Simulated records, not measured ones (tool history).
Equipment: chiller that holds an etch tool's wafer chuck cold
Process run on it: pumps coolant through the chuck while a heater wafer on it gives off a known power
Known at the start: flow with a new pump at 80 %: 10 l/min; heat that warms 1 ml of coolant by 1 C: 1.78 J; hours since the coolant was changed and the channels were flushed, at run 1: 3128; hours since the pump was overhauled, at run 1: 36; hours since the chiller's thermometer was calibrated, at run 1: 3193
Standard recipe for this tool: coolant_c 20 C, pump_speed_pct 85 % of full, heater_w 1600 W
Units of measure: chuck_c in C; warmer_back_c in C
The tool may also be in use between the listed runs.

run   hour  coolant_c  pump_speed_pct  heater_w  hours since the coolant was changed and the channels were flushed  hours since the pump was overhauled  hours since the chiller's thermometer was calibrated  chuck_c  warmer_back_c
  1    0.0         20              85      1600                                                               3128                                   36                                                  3193     31.7           5.04
  2   31.5         20              85      1600                                                               3160                                   68                                                  3224     31.8           5.13
  3   56.5         20              85      1600                                                               3185                                   93                                                  3249     32.0           5.13
  4   77.2         20              74      1600                                                               3206                                  113                                                  3270     32.9           5.89
  5  100.4         20              74      1600                                                               3229                                  137                                                  3293     33.0           5.92
  6  135.9         20              74      1600                                                               3264                                  172                                                  3329     33.1           5.94
  7  169.2         20              74      1600                                                               3298                                  205                                                  3362     33.2           5.98
  8  207.4         20              74      1600                                                               3336                                  244                                                  3400     33.2           6.02
  9  235.3         20              74      1600                                                               3364                                  272                                                  3428     33.1           6.03
 10  264.8         20              83      1600                                                               3393                                  301                                                  3458     32.1           5.41
 11  293.8         17              83      1600                                                               3422                                  330                                                  3487     29.2           5.41
 12  333.4         17              83      1600                                                               3462                                  370                                                  3526     29.0           5.37
 13  371.5         19              96       895                                                               3500                                  408                                                  3564     25.3           2.70
 14  405.6         19              96      1438                                                               3534                                  442                                                  3598     29.0           4.30
 15  422.5         20              81      1521                                                               3551                                  459                                                  3615     31.8           5.30
 16  454.5         20              81      1521                                                               3583                                  491                                                  3647     31.6           5.33
 17  483.1         10              74      1209                                                               3612                                  519                                                  3676     20.1           4.73
 18  516.6         10              95      1209                                                               3645                                  553                                                  3709     18.3           3.77
     520.1  -- gauge calibrated
 19  544.3         10              95      1209                                                               3673                                  581                                                  3737     18.4           3.45

Consider 5 possible next runs. They are alternatives, not a sequence: every one starts from the tool as it was left by run 19. What does each give?
  A  569.0         16              82       883                                                               3697                                  605                                                  3762        ?              ?
  B  569.0         10              95      1259                                                               3697                                  605                                                  3762        ?              ?
  C  569.0         25              99      1925                                                               3697                                  605                                                  3762        ?              ?
  D  569.0         10              87       905                                                               3697                                  605                                                  3762        ?              ?
  E  569.0         25              66      1587                                                               3697                                  605                                                  3762        ?              ?

run  chuck_c  warmer_back_c
  A     22.7           2.90
  B     18.6           3.57
  C     38.1           5.19
  D     16.6           2.82
  E     39.0           6.68
Without the tool's unlogged condition, the same runs would have read:
run  chuck_c  warmer_back_c
  A     22.7           2.86
  B     18.6           3.54
  C     38.1           5.16
  D     16.6           2.79
  E     39.0           6.65
